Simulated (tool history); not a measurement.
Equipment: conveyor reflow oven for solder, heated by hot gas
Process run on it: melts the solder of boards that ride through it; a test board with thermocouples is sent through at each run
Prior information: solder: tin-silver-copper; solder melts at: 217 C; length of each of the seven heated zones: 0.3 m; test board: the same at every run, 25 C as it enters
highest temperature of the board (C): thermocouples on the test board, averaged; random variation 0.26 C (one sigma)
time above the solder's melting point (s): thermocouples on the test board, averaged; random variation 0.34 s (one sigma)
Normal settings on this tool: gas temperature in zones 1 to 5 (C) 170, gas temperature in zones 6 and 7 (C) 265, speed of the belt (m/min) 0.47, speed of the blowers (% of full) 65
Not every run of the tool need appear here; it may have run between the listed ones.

| run | day | gas temperature in zones 1 to 5 (C) | gas temperature in zones 6 and 7 (C) | speed of the belt (m/min) | speed of the blowers (% of full) | highest temperature of the board (C) | time above the solder's melting point (s) |
|---|---|---|---|---|---|---|---|
| 1 | 0 | 170 | 265 | 0.47 | 65 | 242.7 | 46 |
| 2 | 1.333 | 170 | 265 | 0.47 | 57 | 239.9 | 41.9 |
| 3 | 2.958 | 170 | 265 | 0.47 | 65 | 242 | 45.1 |
| 4 | 4.612 | 170 | 265 | 0.47 | 51 | 237.2 | 37.7 |
| 5 | 5.921 | 170 | 265 | 0.47 | 51 | 236.6 | 37.6 |
|  | 7.425 | flux residue cleaned out of gas plates and filters |
| 6 | 8.225 | 170 | 265 | 0.47 | 72 | 248.2 | 52.6 |
| 7 | 9.767 | 170 | 265 | 0.47 | 72 | 247.7 | 51.3 |
| 8 | 11.342 | 170 | 265 | 0.47 | 72 | 247.3 | 51.1 |
| 9 | 12.746 | 170 | 265 | 0.553 | 65 | 238.5 | 34.6 |
| 10 | 14.596 | 170 | 265 | 0.553 | 65 | 239 | 33.7 |
| 11 | 16.95 | 170 | 265 | 0.442 | 69 | 248 | 55.9 |
| 12 | 19.162 | 169 | 265 | 0.47 | 81 | 248.2 | 52.2 |
| 13 | 20.242 | 172 | 265 | 0.528 | 65 | 239.7 | 38.2 |
| 14 | 21.675 | 164 | 265 | 0.422 | 55 | 243.6 | 51 |
| 15 | 23.2 | 164 | 265 | 0.422 | 55 | 243.2 | 49.7 |

What if the next run were any one of these 5? Each begins from the tool's condition after run 15:
| A | 24.775 | 170 | 265 | 0.394 | 61 | ? | ? |
| B | 24.775 | 170 | 265 | 0.51 | 65 | ? | ? |
| C | 24.775 | 170 | 274 | 0.41 | 79 | ? | ? |
| D | 24.775 | 160 | 278 | 0.503 | 55 | ? | ? |
| E | 24.775 | 183 | 253 | 0.47 | 72 | ? | ? |

| run | highest temperature of the board (C) | time above the solder's melting point (s) |
|---|---|---|
| A | 248.8 | 63.4 |
| B | 240.1 | 39.4 |
| C | 259.5 | 69.3 |
| D | 244.1 | 39.7 |
| E | 238.1 | 47.4 |
Without the tool's hidden state the same runs would have given:
| run | highest temperature of the board (C) | time above the solder's melting point (s) |
|---|---|---|
| A | 249.8 | 65 |
| B | 242.1 | 42.1 |
| C | 260.9 | 70.5 |
| D | 246.5 | 42.2 |
| E | 239.1 | 49.6 |

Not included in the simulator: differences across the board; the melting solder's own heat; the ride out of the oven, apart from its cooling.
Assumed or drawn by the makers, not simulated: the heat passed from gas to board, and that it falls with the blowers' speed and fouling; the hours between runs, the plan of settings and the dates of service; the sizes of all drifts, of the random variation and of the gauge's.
